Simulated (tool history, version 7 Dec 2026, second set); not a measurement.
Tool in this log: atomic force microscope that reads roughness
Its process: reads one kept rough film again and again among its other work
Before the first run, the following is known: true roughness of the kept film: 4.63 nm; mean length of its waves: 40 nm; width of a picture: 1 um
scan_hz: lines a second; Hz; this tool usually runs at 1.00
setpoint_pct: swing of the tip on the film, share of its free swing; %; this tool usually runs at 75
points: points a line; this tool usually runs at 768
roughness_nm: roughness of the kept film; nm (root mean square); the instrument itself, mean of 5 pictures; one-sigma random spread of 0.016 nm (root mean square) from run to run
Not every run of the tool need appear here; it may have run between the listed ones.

run 1 day=0.000 | scan_hz=1.00 setpoint_pct=75 points=768 | roughness_nm=3.645
-- day=0.692 new tip fitted
run 2 day=0.700 | scan_hz=1.00 setpoint_pct=75 points=768 | roughness_nm=3.984
run 3 day=1.233 | scan_hz=1.00 setpoint_pct=75 points=768 | roughness_nm=3.930
run 4 day=1.750 | scan_hz=1.00 setpoint_pct=75 points=768 | roughness_nm=3.933
run 5 day=2.125 | scan_hz=0.88 setpoint_pct=75 points=768 | roughness_nm=3.909
run 6 day=2.788 | scan_hz=0.88 setpoint_pct=75 points=768 | roughness_nm=3.895
run 7 day=3.104 | scan_hz=0.88 setpoint_pct=75 points=768 | roughness_nm=3.874
run 8 day=3.662 | scan_hz=0.88 setpoint_pct=75 points=768 | roughness_nm=3.840
run 9 day=4.188 | scan_hz=3.85 setpoint_pct=75 points=768 | roughness_nm=3.158
run 10 day=4.754 | scan_hz=1.93 setpoint_pct=75 points=768 | roughness_nm=3.511
run 11 day=5.258 | scan_hz=0.90 setpoint_pct=75 points=768 | roughness_nm=3.757
run 12 day=5.917 | scan_hz=0.90 setpoint_pct=75 points=768 | roughness_nm=3.705
run 13 day=6.317 | scan_hz=1.00 setpoint_pct=75 points=768 | roughness_nm=3.657
run 14 day=6.658 | scan_hz=2.47 setpoint_pct=75 points=768 | roughness_nm=3.320
run 15 day=7.000 | scan_hz=2.47 setpoint_pct=75 points=768 | roughness_nm=3.286
run 16 day=7.288 | scan_hz=3.92 setpoint_pct=75 points=768 | roughness_nm=3.003
-- day=7.367 new tip fitted
run 17 day=7.692 | scan_hz=1.00 setpoint_pct=75 points=768 | roughness_nm=3.958
run 18 day=8.075 | scan_hz=1.00 setpoint_pct=75 points=768 | roughness_nm=3.923
run 19 day=8.429 | scan_hz=1.00 setpoint_pct=75 points=768 | roughness_nm=3.909
run 20 day=9.071 | scan_hz=1.00 setpoint_pct=75 points=768 | roughness_nm=3.848
run 21 day=9.358 | scan_hz=1.00 setpoint_pct=75 points=768 | roughness_nm=3.872
run 22 day=9.667 | scan_hz=1.00 setpoint_pct=75 points=768 | roughness_nm=3.824
run 23 day=10.283 | scan_hz=1.00 setpoint_pct=75 points=768 | roughness_nm=3.815
run 24 day=10.725 | scan_hz=1.00 setpoint_pct=75 points=768 | roughness_nm=3.774
run 25 day=11.288 | scan_hz=1.00 setpoint_pct=75 points=768 | roughness_nm=3.749
run 26 day=11.704 | scan_hz=0.79 setpoint_pct=75 points=768 | roughness_nm=3.788
run 27 day=12.075 | scan_hz=0.79 setpoint_pct=75 points=768 | roughness_nm=3.721
run 28 day=12.388 | scan_hz=0.52 setpoint_pct=68 points=768 | roughness_nm=3.851
run 29 day=12.938 | scan_hz=0.52 setpoint_pct=68 points=768 | roughness_nm=3.840
run 30 day=13.642 | scan_hz=1.00 setpoint_pct=69 points=261 | roughness_nm=3.684
-- day=14.017 new tip fitted
run 31 day=14.142 | scan_hz=0.69 setpoint_pct=74 points=768 | roughness_nm=4.096
run 32 day=14.642 | scan_hz=0.69 setpoint_pct=74 points=818 | roughness_nm=4.026
run 33 day=15.042 | scan_hz=0.69 setpoint_pct=74 points=818 | roughness_nm=3.971
run 34 day=15.638 | scan_hz=1.00 setpoint_pct=75 points=978 | roughness_nm=3.884
run 35 day=16.262 | scan_hz=1.46 setpoint_pct=79 points=375 | roughness_nm=3.628
run 36 day=16.788 | scan_hz=1.43 setpoint_pct=65 points=310 | roughness_nm=3.858
run 37 day=17.175 | scan_hz=0.54 setpoint_pct=62 points=768 | roughness_nm=3.985
run 38 day=17.733 | scan_hz=3.40 setpoint_pct=64 points=768 | roughness_nm=3.566
run 39 day=18.329 | scan_hz=3.07 setpoint_pct=69 points=768 | roughness_nm=3.449
run 40 day=18.779 | scan_hz=0.63 setpoint_pct=64 points=518 | roughness_nm=3.889
run 41 day=19.350 | scan_hz=0.63 setpoint_pct=64 points=518 | roughness_nm=3.860
run 42 day=19.800 | scan_hz=0.63 setpoint_pct=64 points=518 | roughness_nm=3.844
run 43 day=20.117 | scan_hz=0.86 setpoint_pct=57 points=286 | roughness_nm=3.821
-- day=20.700 new tip fitted
run 44 day=20.842 | scan_hz=0.86 setpoint_pct=57 points=286 | roughness_nm=4.152
run 45 day=21.338 | scan_hz=0.83 setpoint_pct=86 points=1003 | roughness_nm=3.801
run 46 day=21.892 | scan_hz=0.97 setpoint_pct=86 points=680 | roughness_nm=3.761
run 47 day=22.458 | scan_hz=1.18 setpoint_pct=65 points=986 | roughness_nm=3.962
run 48 day=22.950 | scan_hz=1.18 setpoint_pct=65 points=986 | roughness_nm=3.939
run 49 day=23.442 | scan_hz=1.33 setpoint_pct=65 points=301 | roughness_nm=3.853
run 50 day=23.808 | scan_hz=0.60 setpoint_pct=65 points=283 | roughness_nm=3.938
run 51 day=24.117 | scan_hz=3.31 setpoint_pct=78 points=283 | roughness_nm=3.145
run 52 day=24.733 | scan_hz=1.66 setpoint_pct=68 points=279 | roughness_nm=3.704

4 ways to go on from here, each from the tool as it stands after run 52. What would each give?
run A day=25.188 | scan_hz=1.31 setpoint_pct=79 points=848 | roughness_nm=?
run B day=25.188 | scan_hz=0.57 setpoint_pct=59 points=768 | roughness_nm=?
run C day=25.188 | scan_hz=1.73 setpoint_pct=68 points=399 | roughness_nm=?
run D day=25.188 | scan_hz=0.91 setpoint_pct=83 points=320 | roughness_nm=?

run=A roughness_nm=3.568
run=B roughness_nm=3.912
run=C roughness_nm=3.683
run=D roughness_nm=3.575
Had the tool no hidden state, the same runs would have come out as:
run=A roughness_nm=3.831
run=B roughness_nm=4.200
run=C roughness_nm=3.954
run=D roughness_nm=3.838

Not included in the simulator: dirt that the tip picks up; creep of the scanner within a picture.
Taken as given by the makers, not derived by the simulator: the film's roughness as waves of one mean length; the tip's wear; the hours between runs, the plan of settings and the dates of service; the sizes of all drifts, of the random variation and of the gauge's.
